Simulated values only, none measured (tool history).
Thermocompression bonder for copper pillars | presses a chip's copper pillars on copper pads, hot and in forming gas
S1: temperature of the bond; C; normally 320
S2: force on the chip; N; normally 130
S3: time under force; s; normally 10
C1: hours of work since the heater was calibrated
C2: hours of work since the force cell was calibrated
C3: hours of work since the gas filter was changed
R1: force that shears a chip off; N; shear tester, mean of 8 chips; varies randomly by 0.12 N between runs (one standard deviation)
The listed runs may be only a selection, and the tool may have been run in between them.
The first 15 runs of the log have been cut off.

| run | hour | S1 | S2 | S3 | C1 | C2 | C3 | R1 |
|---|---|---|---|---|---|---|---|---|
|  | 802.8 | heater calibrated with a thermocouple chip, once more |
| 16 | 806.1 | 320 | 148 | 10 | 2 | 732 | 89 | 65.3 |
| 17 | 875.7 | 320 | 130 | 10 | 47 | 776 | 133 | 59.2 |
| 18 | 940.3 | 320 | 130 | 10 | 88 | 817 | 174 | 59.1 |
| 19 | 975.9 | 320 | 130 | 10 | 110 | 840 | 197 | 58.7 |
| 20 | 1023.9 | 320 | 130 | 10 | 141 | 871 | 228 | 58.7 |
| 21 | 1105.8 | 305 | 137 | 10 | 193 | 923 | 280 | 54.4 |
| 22 | 1172.0 | 305 | 137 | 10 | 235 | 965 | 322 | 54.3 |
| 23 | 1233.0 | 308 | 137 | 7 | 274 | 1004 | 361 | 49.2 |
|  | 1291.8 | force cell calibrated |
| 24 | 1295.3 | 308 | 137 | 7 | 313 | 2 | 400 | 46.0 |
|  | 1333.1 | forming gas filter changed |
| 25 | 1367.5 | 302 | 130 | 6 | 359 | 48 | 22 | 41.5 |
| 26 | 1407.0 | 297 | 85 | 10 | 384 | 73 | 47 | 31.2 |
| 27 | 1459.1 | 297 | 106 | 10 | 417 | 106 | 80 | 39.5 |
| 28 | 1507.3 | 297 | 106 | 10 | 448 | 137 | 111 | 39.4 |
| 29 | 1552.9 | 346 | 140 | 10 | 477 | 166 | 140 | 73.5 |
| 30 | 1622.1 | 327 | 138 | 5 | 521 | 210 | 184 | 51.3 |
| 31 | 1667.8 | 300 | 158 | 8 | 550 | 239 | 213 | 54.1 |
| 32 | 1741.9 | 300 | 158 | 8 | 598 | 287 | 261 | 54.2 |
| 33 | 1825.3 | 300 | 158 | 8 | 651 | 340 | 314 | 54.0 |
| 34 | 1866.3 | 297 | 144 | 8 | 677 | 366 | 340 | 48.4 |
| 35 | 1943.7 | 297 | 144 | 8 | 726 | 415 | 389 | 48.5 |
| 36 | 1990.2 | 291 | 130 | 6 | 756 | 445 | 419 | 37.3 |
|  | 1995.3 | forming gas filter changed |
| 37 | 2043.3 | 291 | 130 | 6 | 789 | 479 | 31 | 39.7 |
| 38 | 2105.4 | 291 | 153 | 6 | 829 | 518 | 70 | 46.3 |
|  | 2140.5 | heater calibrated with a thermocouple chip |
| 39 | 2189.4 | 291 | 153 | 6 | 31 | 570 | 123 | 43.3 |

Consider 4 possible next runs. They are alternatives, not a sequence: every one starts from the tool as it was left by run 39. What does each give?
| A | 2260.8 | 316 | 130 | 10 | 77 | 616 | 168 | ? |
| B | 2260.8 | 332 | 80 | 17 | 77 | 616 | 168 | ? |
| C | 2260.8 | 335 | 153 | 6 | 77 | 616 | 168 | ? |
| D | 2260.8 | 305 | 153 | 6 | 77 | 616 | 168 | ? |

| run | R1 |
|---|---|
| A | 56.6 |
| B | 50.6 |
| C | 63.3 |
| D | 49.6 |
With the hidden condition removed and each run's random variation left untouched, the same runs would have given:
| run | R1 |
|---|---|
| A | 54.9 |
| B | 49.0 |
| C | 61.8 |
| D | 47.9 |
